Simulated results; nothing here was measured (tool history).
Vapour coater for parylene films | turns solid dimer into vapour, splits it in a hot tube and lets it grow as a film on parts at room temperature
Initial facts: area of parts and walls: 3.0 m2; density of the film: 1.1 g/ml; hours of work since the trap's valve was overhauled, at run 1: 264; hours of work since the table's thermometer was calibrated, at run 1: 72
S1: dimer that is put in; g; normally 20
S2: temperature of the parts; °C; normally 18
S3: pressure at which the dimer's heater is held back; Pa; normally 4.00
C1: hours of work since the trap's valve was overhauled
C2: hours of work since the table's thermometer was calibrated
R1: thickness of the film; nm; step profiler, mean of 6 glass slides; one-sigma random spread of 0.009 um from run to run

run	hour	S1	S2	S3	C1	C2	R1
1	0.0	20	18	4.00	264	72	3689
2	13.9	20	18	4.00	270	78	3686
3	27.3	20	18	4.00	276	84	3698
4	35.8	20	18	4.00	279	88	3673
5	51.6	20	18	4.00	287	95	3671
6	68.1	20	18	4.00	294	102	3664
7	84.7	13	18	4.00	301	110	2392
8	94.7	13	18	4.00	306	114	2385
9	106.6	20	11	4.00	311	119	4268
10	120.4	20	11	4.00	317	126	4279
11	130.2	20	18	4.00	321	130	3669
12	140.3	20	18	4.00	326	134	3669
13	155.1	20	18	4.00	333	141	3668
14	169.3	20	18	4.00	339	147	3661
15	187.5	20	18	2.96	347	155	3848
16	206.6	20	20	2.96	355	164	3694
17	220.0	20	20	2.96	361	170	3710
18	236.2	20	20	2.96	369	177	3699
19	255.2	17	18	4.00	377	186	3099
20	273.0	17	23	4.00	385	193	2783
21	287.9	17	23	4.00	392	200	2781
22	302.0	17	23	4.00	398	206	2772
23	320.0	17	23	4.00	406	214	2794
24	330.8	17	20	4.00	411	219	2973
25	347.5	16	20	2.40	418	227	3057
26	361.7	10	15	11.42	424	233	1617
27	380.8	19	11	11.12	433	241	3357
28	399.3	19	11	11.12	441	250	3370
29	409.0	20	14	4.00	445	254	3978
30	425.1	20	14	4.00	453	261	3967
31	442.3	10	12	11.46	460	269	1724
32	453.8	14	10	7.37	465	274	2727
33	465.6	12	21	3.82	471	279	2045
34	479.4	12	21	2.90	477	285	2141
35	497.2	15	13	4.00	485	293	3052
36	513.9	13	24	4.00	492	301	2070
37	528.8	27	21	3.58	499	307	4661
38	538.0	20	22	4.00	503	311	3311
39	548.0	11	28	2.54	507	316	1750
40	560.3	26	29	2.62	513	321	3983
41	575.3	20	18	2.28	519	328	3988
42	594.6	13	13	3.42	528	336	2698
43	607.8	19	10	2.48	534	342	4463
44	616.7	19	10	2.48	538	346	4458
45	627.1	19	10	2.48	542	351	4444
46	635.1	11	13	6.53	546	354	2027
47	653.8	11	13	6.53	554	363	2030

Below, some changes in R1 between adjacent runs. For each, the amount present without the hidden state too (settings, incoming material, random variation) and the amount remaining for the hidden state with gauge scatter not shared by both compared results:
What the log doesn't record here: vapour lost through the trap's worn valve, %; true temperature of the parts over the reading, C; drift of the gauge itself on film_um, %.
Run 30 -> 31: S1 20 -> 10, S2 14 -> 12, S3 4.00 -> 11.46. R1 -2243 nm: hidden state +74, all else -2317.
Run 36 -> 37: S1 13 -> 27, S2 24 -> 21, S3 4.00 -> 3.58. R1 +2591 nm: hidden state -96, all else +2687.
Run 39 -> 40: S1 11 -> 26, S2 28 -> 29, S3 2.54 -> 2.62. R1 +2233 nm: hidden state -84, all else +2317.
Run 45 -> 46: S1 19 -> 11, S2 10 -> 13, S3 2.48 -> 6.53. R1 -2417 nm: hidden state +95, all else -2512.
